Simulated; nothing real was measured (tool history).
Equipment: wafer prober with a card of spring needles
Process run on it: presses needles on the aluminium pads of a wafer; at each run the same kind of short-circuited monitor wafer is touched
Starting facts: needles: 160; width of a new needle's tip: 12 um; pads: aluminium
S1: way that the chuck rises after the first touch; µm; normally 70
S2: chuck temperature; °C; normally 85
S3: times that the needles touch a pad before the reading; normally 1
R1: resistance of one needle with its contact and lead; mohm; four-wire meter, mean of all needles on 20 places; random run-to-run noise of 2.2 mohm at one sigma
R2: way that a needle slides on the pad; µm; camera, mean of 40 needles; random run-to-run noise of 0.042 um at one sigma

run   hour  S1   S2  S3   R1     R2
  1      0  70   85   1  264   13.6
         2  -- tips cleaned on abrasive film
  2     13  68   85   1  265  13.13
      21.5  -- tips cleaned on abrasive film
  3   23.9  70   85   3  259  13.52
  4   37.1  70  106   1  271  13.58
      40.9  -- tips cleaned on abrasive film
  5   45.3  70  106   1  265  13.57
  6   58.4  70   85   1  263  13.63
      60.5  -- tips cleaned on abrasive film
  7   68.9  64   85   1  262  12.36
  8   77.8  64   85   1  271  12.38
      79.8  -- tips cleaned on abrasive film
  9   86.2  70   85   2  257  13.49
 10   96.3  70   85   2  265  13.52
      98.8  -- tips cleaned on abrasive film
 11  106.8  87   57   3  245   16.8
     117.9  -- tips cleaned on abrasive film
 12  117.9  70   85   2  256  13.53
 13  125.4  57   45   1  250  10.97
       137  -- tips cleaned on abrasive film
 14  138.3  80   31   2  239  15.46
 15  150.8  77   80   3  257  14.86
     156.2  -- tips cleaned on abrasive film
 16  162.8  55   64   1  259  10.59
 17  169.6  63   72   1  259  12.07
     175.3  -- tips cleaned on abrasive film
 18  175.5  63   72   1  254   12.2

5 ways to go on from here, each from the tool as it stands after run 18. What would each give?
  A   182  88  78   1   ?   ?
  B   182  59  96   1   ?   ?
  C   182  51  85   1   ?   ?
  D   182  76  67   1   ?   ?
  E   182  86  72   1   ?   ?

run   R1     R2
  A  256     17
  B  268  11.33
  C  269   9.85
  D  252  14.66
  E  257  16.64
With no hidden state in the tool, these same runs would have given:
run   R1     R2
  A  250  17.11
  B  261  11.44
  C  260   9.96
  D  246  14.77
  E  251  16.76
